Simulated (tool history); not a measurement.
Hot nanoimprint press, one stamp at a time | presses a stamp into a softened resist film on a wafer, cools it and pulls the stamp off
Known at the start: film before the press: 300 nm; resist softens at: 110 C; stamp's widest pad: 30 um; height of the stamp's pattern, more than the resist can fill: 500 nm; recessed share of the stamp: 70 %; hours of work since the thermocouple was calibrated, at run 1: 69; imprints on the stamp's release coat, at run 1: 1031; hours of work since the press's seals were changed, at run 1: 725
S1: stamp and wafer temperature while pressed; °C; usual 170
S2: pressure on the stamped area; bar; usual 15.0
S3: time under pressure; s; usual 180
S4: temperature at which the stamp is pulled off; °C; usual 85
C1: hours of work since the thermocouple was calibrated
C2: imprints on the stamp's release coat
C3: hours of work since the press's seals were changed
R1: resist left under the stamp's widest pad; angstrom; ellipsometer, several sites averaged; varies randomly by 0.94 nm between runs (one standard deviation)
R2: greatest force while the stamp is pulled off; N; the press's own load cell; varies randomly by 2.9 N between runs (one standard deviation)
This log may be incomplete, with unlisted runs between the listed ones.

{"run": 1, "hour": 0.0, "S1": 170, "S2": 15.0, "S3": 180, "S4": 85, "C1": 69, "C2": 1031, "C3": 725, "R1": 1615, "R2": 142}
{"hour": 32.9, "done": "stamp cleaned and given a new release coat"}
{"run": 2, "hour": 55.7, "S1": 170, "S2": 15.0, "S3": 180, "S4": 85, "C1": 101, "C2": 102, "C3": 758, "R1": 1607, "R2": 142}
{"run": 3, "hour": 113.7, "S1": 170, "S2": 15.0, "S3": 180, "S4": 85, "C1": 138, "C2": 363, "C3": 795, "R1": 1620, "R2": 147}
{"run": 4, "hour": 173.2, "S1": 170, "S2": 15.0, "S3": 196, "S4": 85, "C1": 177, "C2": 630, "C3": 833, "R1": 1577, "R2": 141}
{"run": 5, "hour": 234.9, "S1": 170, "S2": 15.0, "S3": 196, "S4": 85, "C1": 217, "C2": 907, "C3": 873, "R1": 1559, "R2": 146}
{"run": 6, "hour": 275.9, "S1": 170, "S2": 15.0, "S3": 196, "S4": 85, "C1": 243, "C2": 1091, "C3": 900, "R1": 1584, "R2": 141}
{"hour": 298.5, "done": "stamp cleaned and given a new release coat"}
{"run": 7, "hour": 316.9, "S1": 170, "S2": 15.0, "S3": 313, "S4": 85, "C1": 266, "C2": 82, "C3": 922, "R1": 1314, "R2": 138}
{"run": 8, "hour": 354.3, "S1": 170, "S2": 15.0, "S3": 180, "S4": 85, "C1": 290, "C2": 251, "C3": 947, "R1": 1616, "R2": 140}
{"run": 9, "hour": 401.7, "S1": 160, "S2": 15.0, "S3": 180, "S4": 85, "C1": 321, "C2": 463, "C3": 977, "R1": 2243, "R2": 139}
{"run": 10, "hour": 437.7, "S1": 160, "S2": 15.0, "S3": 180, "S4": 85, "C1": 344, "C2": 625, "C3": 1001, "R1": 2248, "R2": 141}
{"run": 11, "hour": 488.1, "S1": 170, "S2": 9.6, "S3": 180, "S4": 85, "C1": 377, "C2": 851, "C3": 1033, "R1": 1953, "R2": 139}
{"hour": 525.0, "done": "press's hydraulic seals changed and the load cell set to zero"}
{"run": 12, "hour": 526.2, "S1": 170, "S2": 9.6, "S3": 180, "S4": 85, "C1": 396, "C2": 987, "C3": 1, "R1": 1938, "R2": 139}
{"hour": 569.5, "done": "stamp cleaned and given a new release coat"}
{"run": 13, "hour": 582.4, "S1": 170, "S2": 19.8, "S3": 180, "S4": 85, "C1": 428, "C2": 58, "C3": 33, "R1": 1426, "R2": 135}
{"run": 14, "hour": 635.6, "S1": 170, "S2": 19.8, "S3": 180, "S4": 85, "C1": 463, "C2": 297, "C3": 68, "R1": 1434, "R2": 137}
{"run": 15, "hour": 695.6, "S1": 170, "S2": 19.8, "S3": 180, "S4": 85, "C1": 502, "C2": 566, "C3": 106, "R1": 1436, "R2": 144}
{"run": 16, "hour": 743.0, "S1": 170, "S2": 19.8, "S3": 180, "S4": 85, "C1": 532, "C2": 779, "C3": 137, "R1": 1428, "R2": 140}
{"hour": 781.5, "done": "plate thermocouple calibrated"}
{"run": 17, "hour": 814.2, "S1": 177, "S2": 20.3, "S3": 197, "S4": 78, "C1": 21, "C2": 1086, "C3": 181, "R1": 1038, "R2": 174}
{"hour": 837.4, "done": "stamp cleaned and given a new release coat"}
{"run": 18, "hour": 884.2, "S1": 170, "S2": 16.5, "S3": 138, "S4": 91, "C1": 63, "C2": 210, "C3": 222, "R1": 1722, "R2": 113}
{"run": 19, "hour": 931.2, "S1": 170, "S2": 16.5, "S3": 138, "S4": 91, "C1": 93, "C2": 421, "C3": 253, "R1": 1721, "R2": 117}
{"run": 20, "hour": 992.1, "S1": 165, "S2": 13.6, "S3": 109, "S4": 75, "C1": 132, "C2": 694, "C3": 292, "R1": 2268, "R2": 181}
{"run": 21, "hour": 1037.8, "S1": 165, "S2": 13.6, "S3": 109, "S4": 75, "C1": 162, "C2": 900, "C3": 322, "R1": 2290, "R2": 178}
{"hour": 1102.8, "done": "stamp cleaned and given a new release coat"}
{"run": 22, "hour": 1112.0, "S1": 165, "S2": 13.6, "S3": 109, "S4": 75, "C1": 206, "C2": 41, "C3": 366, "R1": 2295, "R2": 177}
{"run": 23, "hour": 1167.2, "S1": 165, "S2": 13.6, "S3": 109, "S4": 75, "C1": 242, "C2": 289, "C3": 401, "R1": 2292, "R2": 180}
{"run": 24, "hour": 1224.4, "S1": 175, "S2": 14.1, "S3": 243, "S4": 85, "C1": 279, "C2": 546, "C3": 438, "R1": 1252, "R2": 139}
{"run": 25, "hour": 1269.8, "S1": 177, "S2": 15.3, "S3": 180, "S4": 85, "C1": 308, "C2": 750, "C3": 468, "R1": 1253, "R2": 134}
{"run": 26, "hour": 1310.7, "S1": 170, "S2": 15.0, "S3": 116, "S4": 87, "C1": 334, "C2": 933, "C3": 494, "R1": 1882, "R2": 130}
{"run": 27, "hour": 1347.3, "S1": 170, "S2": 15.0, "S3": 116, "S4": 87, "C1": 358, "C2": 1098, "C3": 518, "R1": 1894, "R2": 132}
{"hour": 1368.4, "done": "stamp cleaned and given a new release coat"}
{"run": 28, "hour": 1396.1, "S1": 159, "S2": 15.0, "S3": 180, "S4": 73, "C1": 386, "C2": 124, "C3": 546, "R1": 2367, "R2": 194}
{"run": 29, "hour": 1425.9, "S1": 159, "S2": 15.0, "S3": 180, "S4": 73, "C1": 405, "C2": 258, "C3": 565, "R1": 2331, "R2": 186}

Difference, measured minus no-hidden-state, one row per run. Run-to-run variation is common to both terms; the gauge's own scatter need not be:
Hidden conditions of the tool in this case: true temperature over the reading, C; pressure that arrives at the usual setting, %; grip of the stamp's worn release coat, % over a new coat's; drift of the gauge itself on residual_nm, %; drift of the gauge itself on pull_off_n, %.
run=1 R1=+2 R2=+2
run=2 R1=+3 R2=+0
run=3 R1=+4 R2=+1
run=4 R1=+5 R2=+1
run=5 R1=+7 R2=+1
run=6 R1=+8 R2=+2
run=7 R1=+7 R2=+0
run=8 R1=+10 R2=+0
run=9 R1=+15 R2=+0
run=10 R1=+17 R2=+0
run=11 R1=+15 R2=+1
run=12 R1=+14 R2=+2
run=13 R1=+10 R2=+0
run=14 R1=+12 R2=+0
run=15 R1=+13 R2=+1
run=16 R1=+14 R2=+1
run=17 R1=+16 R2=+3
run=18 R1=+29 R2=+0
run=19 R1=+30 R2=+1
run=20 R1=+42 R2=+1
run=21 R1=+44 R2=+1
run=22 R1=+46 R2=+0
run=23 R1=+49 R2=+1
run=24 R1=+27 R2=+1
run=25 R1=+28 R2=+1
run=26 R1=+43 R2=+1
run=27 R1=+45 R2=+2
run=28 R1=+58 R2=+0
run=29 R1=+59 R2=+0

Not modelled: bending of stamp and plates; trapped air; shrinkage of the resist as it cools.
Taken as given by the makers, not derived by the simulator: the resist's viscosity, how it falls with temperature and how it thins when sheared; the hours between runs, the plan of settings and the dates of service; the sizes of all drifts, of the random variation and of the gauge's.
